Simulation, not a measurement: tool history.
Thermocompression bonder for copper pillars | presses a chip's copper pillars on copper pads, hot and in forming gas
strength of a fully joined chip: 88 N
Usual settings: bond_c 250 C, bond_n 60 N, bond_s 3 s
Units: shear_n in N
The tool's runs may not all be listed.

Run 1, hour 0.0: usual settings. Result: shear_n 35.9 N.
Run 2, hour 5.8: usual settings but bond_c 274 C. Result: shear_n 50.5 N.
Run 3, hour 16.1: usual settings but bond_c 248 C. Result: shear_n 35.2 N.
Run 4, hour 26.3: usual settings. Result: shear_n 36.1 N.
Run 5, hour 36.6: usual settings. Result: shear_n 36.0 N.
Run 6, hour 43.4: usual settings. Result: shear_n 35.4 N.
Run 7, hour 51.9: usual settings. Result: shear_n 36.8 N.
Run 8, hour 62.1: usual settings but bond_n 43 N. Result: shear_n 28.0 N.
Run 9, hour 73.3: usual settings but bond_s 2 s. Result: shear_n 30.0 N.
Run 10, hour 79.3: usual settings but bond_s 2 s. Result: shear_n 30.9 N.
Run 11, hour 84.3: usual settings but bond_n 83 N. Result: shear_n 43.2 N.
Run 12, hour 91.6: usual settings but bond_n 83 N. Result: shear_n 44.0 N.
Run 13, hour 100.4: usual settings but bond_n 83 N. Result: shear_n 42.4 N.
Run 14, hour 109.4: usual settings but bond_s 8 s. Result: shear_n 49.8 N.
Run 15, hour 120.2: usual settings but bond_s 5 s. Result: shear_n 42.9 N.
Run 16, hour 129.2: usual settings but bond_s 5 s. Result: shear_n 41.6 N.
Run 17, hour 138.5: usual settings but bond_s 5 s. Result: shear_n 42.2 N.
Run 18, hour 145.7: usual settings but bond_n 53 N. Result: shear_n 33.3 N.
Run 19, hour 154.5: usual settings but bond_c 277 C. Result: shear_n 50.2 N.
Run 20, hour 164.7: usual settings but bond_c 233 C, bond_n 78 N. Result: shear_n 31.0 N.
Run 21, hour 173.2: usual settings but bond_n 51 N, bond_s 2 s. Result: shear_n 26.6 N.
Run 22, hour 181.9: usual settings but bond_c 252 C, bond_n 51 N, bond_s 2 s. Result: shear_n 26.5 N.
Run 23, hour 194.0: usual settings but bond_c 252 C, bond_n 51 N, bond_s 2 s. Result: shear_n 27.1 N.
Run 24, hour 204.8: usual settings but bond_c 252 C, bond_n 51 N, bond_s 2 s. Result: shear_n 26.6 N.
Run 25, hour 210.4: usual settings but bond_c 252 C, bond_n 51 N, bond_s 7 s. Result: shear_n 43.6 N.
Run 26, hour 221.9: usual settings but bond_c 252 C, bond_n 51 N, bond_s 7 s. Result: shear_n 42.8 N.
Run 27, hour 233.5: usual settings but bond_c 252 C, bond_n 66 N, bond_s 4 s. Result: shear_n 40.5 N.
Run 28, hour 245.5: usual settings but bond_c 252 C, bond_n 66 N, bond_s 4 s. Result: shear_n 41.0 N.
Run 29, hour 255.0: usual settings but bond_c 252 C, bond_n 66 N, bond_s 4 s. Result: shear_n 40.6 N.
Run 30, hour 261.8: usual settings but bond_c 257 C, bond_n 64 N, bond_s 6 s. Result: shear_n 49.3 N.
Run 31, hour 267.7: usual settings but bond_c 228 C, bond_n 72 N. Result: shear_n 26.3 N.
Run 32, hour 272.8: usual settings but bond_c 268 C, bond_n 37 N. Result: shear_n 30.6 N.
Run 33, hour 282.0: usual settings but bond_c 268 C, bond_n 37 N. Result: shear_n 31.5 N.

Hidden state or all else? Some run-to-run changes of shear_n, split into what the settings, what came in and random variation would give without the hidden state, and what is left for the hidden state (with any gauge scatter that isn't in both results):
The hidden state here: true temperature of the bond over the reading, C; force that reaches the chip, % of what is set; oxide that the forming gas leaves, % of the face; drift of the gauge itself on shear_n, %.
Run 19 -> 20: bond_c 277 -> 233, bond_n 60 -> 78. shear_n -19.2 N: hidden state +0.6, all else -19.8.
Run 24 -> 25: bond_s 2 -> 7. shear_n +17.0 N: hidden state -1.0, all else +18.0.
Run 29 -> 30: bond_c 252 -> 257, bond_n 66 -> 64, bond_s 4 -> 6. shear_n +8.7 N: hidden state -0.8, all else +9.5.
Run 30 -> 31: bond_c 257 -> 228, bond_n 64 -> 72, bond_s 6 -> 3. shear_n -23.0 N: hidden state +1.7, all else -24.7.
